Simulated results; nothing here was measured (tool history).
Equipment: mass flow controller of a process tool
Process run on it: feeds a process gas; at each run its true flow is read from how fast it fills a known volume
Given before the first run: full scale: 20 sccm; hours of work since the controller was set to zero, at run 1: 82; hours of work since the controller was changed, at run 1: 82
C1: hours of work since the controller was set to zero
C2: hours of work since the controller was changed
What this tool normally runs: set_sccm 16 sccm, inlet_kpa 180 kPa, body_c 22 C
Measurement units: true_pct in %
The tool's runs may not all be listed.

run 1 hour=0 | set_sccm=16 inlet_kpa=180 body_c=22 | C1=82 C2=82 | true_pct=99.68
run 2 hour=84.8 | set_sccm=16 inlet_kpa=180 body_c=22 | C1=116 C2=116 | true_pct=99.67
run 3 hour=122.6 | set_sccm=16 inlet_kpa=180 body_c=22 | C1=132 C2=132 | true_pct=99.76
run 4 hour=196.6 | set_sccm=16 inlet_kpa=180 body_c=29 | C1=162 C2=162 | true_pct=100.01
run 5 hour=255.1 | set_sccm=16 inlet_kpa=180 body_c=20 | C1=185 C2=185 | true_pct=99.71
run 6 hour=343.3 | set_sccm=16 inlet_kpa=180 body_c=20 | C1=221 C2=221 | true_pct=99.72
run 7 hour=408 | set_sccm=16 inlet_kpa=190 body_c=22 | C1=247 C2=247 | true_pct=99.85
run 8 hour=467.2 | set_sccm=15 inlet_kpa=142 body_c=27 | C1=271 C2=271 | true_pct=99.88
run 9 hour=528.3 | set_sccm=15 inlet_kpa=142 body_c=27 | C1=296 C2=296 | true_pct=100.01
run 10 hour=600 | set_sccm=17 inlet_kpa=155 body_c=26 | C1=325 C2=325 | true_pct=100.07
run 11 hour=639.1 | set_sccm=2 inlet_kpa=166 body_c=24 | C1=340 C2=340 | true_pct=97.27

Run 12 comes next. What will it give?
run 12 hour=714.6 | set_sccm=15 inlet_kpa=236 body_c=20 | C1=371 C2=371 | true_pct=?

Run 12 came out at true_pct 99.58 %.
Take away the tool's hidden state, keep the run-to-run variation as it was, and the same run would have given true_pct 99.12 %.
